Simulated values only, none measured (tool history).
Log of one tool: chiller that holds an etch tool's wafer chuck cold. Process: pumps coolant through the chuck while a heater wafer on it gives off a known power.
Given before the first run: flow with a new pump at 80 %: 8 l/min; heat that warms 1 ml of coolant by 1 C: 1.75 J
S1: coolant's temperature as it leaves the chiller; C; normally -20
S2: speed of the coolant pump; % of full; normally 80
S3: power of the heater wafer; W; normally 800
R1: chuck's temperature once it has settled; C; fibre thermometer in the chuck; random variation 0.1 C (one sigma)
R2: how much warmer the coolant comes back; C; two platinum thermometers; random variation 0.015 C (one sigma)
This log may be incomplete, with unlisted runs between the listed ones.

{"run": 1, "day": 0.0, "S1": -20, "S2": 80, "S3": 800, "R1": -12.6, "R2": 3.42}
{"run": 2, "day": 1.208, "S1": -20, "S2": 80, "S3": 700, "R1": -13.4, "R2": 3.0}
{"run": 3, "day": 3.121, "S1": -20, "S2": 80, "S3": 800, "R1": -12.6, "R2": 3.44}
{"run": 4, "day": 4.95, "S1": -20, "S2": 80, "S3": 658, "R1": -13.9, "R2": 2.79}
{"run": 5, "day": 7.017, "S1": -20, "S2": 80, "S3": 658, "R1": -14.0, "R2": 2.82}
{"run": 6, "day": 9.3, "S1": -21, "S2": 80, "S3": 800, "R1": -13.6, "R2": 3.42}
{"run": 7, "day": 11.225, "S1": -20, "S2": 80, "S3": 800, "R1": -12.7, "R2": 3.42}
{"run": 8, "day": 13.496, "S1": -20, "S2": 80, "S3": 800, "R1": -12.6, "R2": 3.42}
{"run": 9, "day": 14.842, "S1": -20, "S2": 80, "S3": 800, "R1": -12.4, "R2": 3.42}
{"run": 10, "day": 16.367, "S1": -20, "S2": 82, "S3": 800, "R1": -12.8, "R2": 3.33}
{"run": 11, "day": 17.788, "S1": -20, "S2": 80, "S3": 800, "R1": -12.6, "R2": 3.42}
{"run": 12, "day": 19.283, "S1": -20, "S2": 93, "S3": 462, "R1": -16.3, "R2": 1.65}
{"run": 13, "day": 20.279, "S1": -16, "S2": 80, "S3": 487, "R1": -11.4, "R2": 2.07}
{"run": 14, "day": 22.008, "S1": -28, "S2": 96, "S3": 1083, "R1": -19.8, "R2": 3.78}
{"run": 15, "day": 23.358, "S1": -20, "S2": 88, "S3": 800, "R1": -13.3, "R2": 3.07}
{"run": 16, "day": 25.433, "S1": -20, "S2": 88, "S3": 800, "R1": -13.3, "R2": 3.08}
{"run": 17, "day": 26.733, "S1": -28, "S2": 61, "S3": 643, "R1": -20.3, "R2": 3.76}
{"run": 18, "day": 27.712, "S1": -20, "S2": 98, "S3": 988, "R1": -12.3, "R2": 3.35}
{"run": 19, "day": 29.225, "S1": -20, "S2": 98, "S3": 988, "R1": -12.6, "R2": 3.36}
{"run": 20, "day": 30.696, "S1": -24, "S2": 82, "S3": 976, "R1": -15.4, "R2": 4.07}
{"run": 21, "day": 32.929, "S1": -20, "S2": 78, "S3": 913, "R1": -11.4, "R2": 4.02}

5 options for the next run, each taken on its own from the tool as it stands now. Forecast them:
{"run": "A", "day": 34.871, "S1": -17, "S2": 83, "S3": 635, "R1": "?", "R2": "?"}
{"run": "B", "day": 34.871, "S1": -15, "S2": 70, "S3": 431, "R1": "?", "R2": "?"}
{"run": "C", "day": 34.871, "S1": -13, "S2": 82, "S3": 688, "R1": "?", "R2": "?"}
{"run": "D", "day": 34.871, "S1": -12, "S2": 67, "S3": 800, "R1": "?", "R2": "?"}
{"run": "E", "day": 34.871, "S1": -20, "S2": 84, "S3": 441, "R1": "?", "R2": "?"}

run=A R1=-11.3 R2=2.58
run=B R1=-10.3 R2=2.15
run=C R1=-6.7 R2=2.89
run=D R1=-3.3 R2=4.18
run=E R1=-16.1 R2=1.77
Without the tool's unlogged condition, the same runs would have read:
run=A R1=-11.3 R2=2.58
run=B R1=-10.3 R2=2.15
run=C R1=-6.7 R2=2.89
run=D R1=-3.3 R2=4.18
run=E R1=-16.1 R2=1.77
